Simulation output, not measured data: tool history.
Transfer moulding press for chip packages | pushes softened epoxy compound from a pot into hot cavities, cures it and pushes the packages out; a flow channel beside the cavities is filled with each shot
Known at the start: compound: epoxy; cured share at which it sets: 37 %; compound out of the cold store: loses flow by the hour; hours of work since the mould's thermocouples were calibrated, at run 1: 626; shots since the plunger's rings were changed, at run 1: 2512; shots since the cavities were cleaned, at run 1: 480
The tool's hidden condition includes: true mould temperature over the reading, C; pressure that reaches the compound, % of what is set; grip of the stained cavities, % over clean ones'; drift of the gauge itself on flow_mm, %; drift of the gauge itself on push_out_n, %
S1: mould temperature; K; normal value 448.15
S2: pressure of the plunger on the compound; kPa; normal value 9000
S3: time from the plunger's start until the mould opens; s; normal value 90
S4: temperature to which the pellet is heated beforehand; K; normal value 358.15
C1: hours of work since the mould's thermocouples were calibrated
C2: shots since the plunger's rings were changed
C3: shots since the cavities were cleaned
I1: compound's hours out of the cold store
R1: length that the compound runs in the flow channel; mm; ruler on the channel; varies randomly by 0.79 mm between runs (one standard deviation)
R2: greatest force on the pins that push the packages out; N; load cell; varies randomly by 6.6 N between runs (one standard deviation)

{"run": 1, "day": 0.0, "S1": 448.15, "S2": 9000, "S3": 90, "S4": 358.15, "C1": 626, "C2": 2512, "C3": 480, "I1": 29.9, "R1": 488.5, "R2": 499}
{"run": 2, "day": 1.079, "S1": 451.15, "S2": 9000, "S3": 90, "S4": 358.15, "C1": 637, "C2": 2748, "C3": 716, "I1": 24.5, "R1": 486.7, "R2": 465}
{"day": 2.125, "done": "cavities cleaned with cleaning compound and waxed"}
{"run": 3, "day": 3.333, "S1": 451.15, "S2": 9000, "S3": 90, "S4": 358.15, "C1": 661, "C2": 3226, "C3": 264, "I1": 35.0, "R1": 474.8, "R2": 395}
{"day": 5.0, "done": "mould's thermocouples calibrated"}
{"run": 4, "day": 5.633, "S1": 451.15, "S2": 9000, "S3": 109, "S4": 358.15, "C1": 7, "C2": 3709, "C3": 747, "I1": 9.9, "R1": 496.0, "R2": 359}
{"day": 6.462, "done": "cavities cleaned with cleaning compound and waxed"}
{"run": 5, "day": 7.45, "S1": 448.15, "S2": 9000, "S3": 90, "S4": 358.15, "C1": 26, "C2": 4092, "C3": 216, "I1": 19.8, "R1": 489.3, "R2": 393}
{"run": 6, "day": 9.567, "S1": 448.15, "S2": 9000, "S3": 90, "S4": 358.15, "C1": 49, "C2": 4553, "C3": 677, "I1": 17.4, "R1": 491.3, "R2": 488}
{"day": 10.125, "done": "plunger's sealing rings changed"}
{"day": 10.771, "done": "cavities cleaned with cleaning compound and waxed"}
{"run": 7, "day": 11.262, "S1": 448.15, "S2": 8690, "S3": 90, "S4": 358.15, "C1": 65, "C2": 235, "C3": 107, "I1": 42.0, "R1": 471.6, "R2": 340}
{"run": 8, "day": 13.017, "S1": 448.15, "S2": 10580, "S3": 80, "S4": 358.15, "C1": 84, "C2": 618, "C3": 490, "I1": 36.5, "R1": 525.5, "R2": 589}
{"run": 9, "day": 14.583, "S1": 442.15, "S2": 10580, "S3": 102, "S4": 358.15, "C1": 101, "C2": 959, "C3": 831, "I1": 42.9, "R1": 530.5, "R2": 578}
{"day": 15.125, "done": "cavities cleaned with cleaning compound and waxed"}
{"run": 10, "day": 16.725, "S1": 451.15, "S2": 9000, "S3": 117, "S4": 355.15, "C1": 123, "C2": 1412, "C3": 349, "I1": 41.1, "R1": 472.3, "R2": 336}
{"run": 11, "day": 17.879, "S1": 448.15, "S2": 9630, "S3": 71, "S4": 358.15, "C1": 136, "C2": 1664, "C3": 601, "I1": 47.8, "R1": 486.3, "R2": 805}
{"run": 12, "day": 19.008, "S1": 448.15, "S2": 10490, "S3": 92, "S4": 353.15, "C1": 148, "C2": 1910, "C3": 847, "I1": 14.9, "R1": 545.0, "R2": 509}
{"day": 19.462, "done": "cavities cleaned with cleaning compound and waxed"}
{"run": 13, "day": 20.904, "S1": 448.15, "S2": 10490, "S3": 92, "S4": 353.15, "C1": 167, "C2": 2309, "C3": 314, "I1": 17.2, "R1": 539.8, "R2": 422}
{"run": 14, "day": 22.65, "S1": 444.15, "S2": 10390, "S3": 90, "S4": 358.15, "C1": 186, "C2": 2690, "C3": 695, "I1": 47.2, "R1": 510.2, "R2": 627}

Below are 4 alternative next runs, each starting from the tool's condition after run 14. Predict each:
{"day": 23.712, "done": "cavities cleaned with cleaning compound and waxed"}
{"run": "A", "day": 24.279, "S1": 448.15, "S2": 7730, "S3": 75, "S4": 367.15, "C1": 203, "C2": 3032, "C3": 123, "I1": 35.1, "R1": "?", "R2": "?"}
{"day": 23.712, "done": "cavities cleaned with cleaning compound and waxed"}
{"run": "B", "day": 24.279, "S1": 449.15, "S2": 10390, "S3": 90, "S4": 358.15, "C1": 203, "C2": 3032, "C3": 123, "I1": 25.1, "R1": "?", "R2": "?"}
{"day": 23.712, "done": "cavities cleaned with cleaning compound and waxed"}
{"run": "C", "day": 24.279, "S1": 443.15, "S2": 9800, "S3": 90, "S4": 358.15, "C1": 203, "C2": 3032, "C3": 123, "I1": 16.8, "R1": "?", "R2": "?"}
{"day": 23.712, "done": "cavities cleaned with cleaning compound and waxed"}
{"run": "D", "day": 24.279, "S1": 446.15, "S2": 9220, "S3": 90, "S4": 358.15, "C1": 203, "C2": 3032, "C3": 123, "I1": 46.0, "R1": "?", "R2": "?"}

run=A R1=443.9 R2=502
run=B R1=524.5 R2=318
run=C R1=532.6 R2=533
run=D R1=477.3 R2=368
Without the tool's unlogged condition, the same runs would have read:
run=A R1=453.5 R2=370
run=B R1=535.9 R2=236
run=C R1=544.0 R2=392
run=D R1=487.6 R2=270

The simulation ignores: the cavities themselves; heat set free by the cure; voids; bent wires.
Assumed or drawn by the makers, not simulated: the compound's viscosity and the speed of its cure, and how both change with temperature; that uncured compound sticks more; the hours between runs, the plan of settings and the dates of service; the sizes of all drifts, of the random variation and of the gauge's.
